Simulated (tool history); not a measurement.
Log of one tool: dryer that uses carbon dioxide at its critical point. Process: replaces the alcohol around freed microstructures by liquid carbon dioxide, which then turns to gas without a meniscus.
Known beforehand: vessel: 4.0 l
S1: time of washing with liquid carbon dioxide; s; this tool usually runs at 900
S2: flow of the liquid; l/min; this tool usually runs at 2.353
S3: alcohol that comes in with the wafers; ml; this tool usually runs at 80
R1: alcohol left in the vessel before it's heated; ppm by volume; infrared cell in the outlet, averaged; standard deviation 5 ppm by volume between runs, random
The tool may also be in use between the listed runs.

| run | day | S1 | S2 | S3 | R1 |
|---|---|---|---|---|---|
| 1 | 0 | 900 | 2.353 | 80 | 37 |
| 2 | 0.383 | 900 | 2.353 | 80 | 34 |
| 3 | 0.85 | 1320 | 2.353 | 80 | 29 |
|  | 1.167 | inlet filter changed |
| 4 | 1.35 | 1320 | 2.09 | 80 | 35 |
| 5 | 1.779 | 900 | 2 | 80 | 49 |
| 6 | 2.267 | 900 | 2.353 | 80 | 36 |
| 7 | 2.529 | 900 | 2.353 | 80 | 33 |
| 8 | 2.962 | 900 | 2.353 | 80 | 32 |
| 9 | 3.254 | 900 | 2.353 | 80 | 34 |
| 10 | 3.604 | 720 | 2.353 | 80 | 56 |
| 11 | 3.871 | 720 | 2.353 | 80 | 65 |
| 12 | 4.35 | 900 | 2.353 | 80 | 45 |
| 13 | 4.567 | 900 | 2.353 | 80 | 35 |
| 14 | 4.904 | 720 | 3.93 | 27 | 45 |
| 15 | 5.129 | 720 | 3.93 | 27 | 33 |
| 16 | 5.408 | 1200 | 2.79 | 108 | 39 |
| 17 | 5.662 | 1200 | 2.79 | 108 | 44 |
| 18 | 5.938 | 1200 | 2.79 | 108 | 31 |
| 19 | 6.358 | 900 | 2.79 | 32 | 33 |
| 20 | 6.792 | 900 | 2.79 | 32 | 35 |
| 21 | 7.167 | 900 | 1.77 | 35 | 68 |
| 22 | 7.662 | 900 | 1.77 | 35 | 59 |
| 23 | 8.096 | 900 | 1.97 | 80 | 61 |
| 24 | 8.408 | 780 | 3.97 | 80 | 37 |
| 25 | 8.829 | 900 | 2.56 | 25 | 45 |

4 options for the next run, each taken on its own from the tool as it stands now. Forecast them:
| A | 9.262 | 1200 | 2.51 | 25 | ? |
| B | 9.262 | 900 | 2.353 | 76 | ? |
| C | 9.262 | 720 | 3.34 | 90 | ? |
| D | 9.262 | 720 | 2.56 | 25 | ? |

| run | R1 |
|---|---|
| A | 44 |
| B | 57 |
| C | 49 |
| D | 41 |
With no hidden state in the tool, these same runs would have given:
| run | R1 |
|---|---|
| A | 4 |
| B | 15 |
| C | 7 |
| D | 0 |

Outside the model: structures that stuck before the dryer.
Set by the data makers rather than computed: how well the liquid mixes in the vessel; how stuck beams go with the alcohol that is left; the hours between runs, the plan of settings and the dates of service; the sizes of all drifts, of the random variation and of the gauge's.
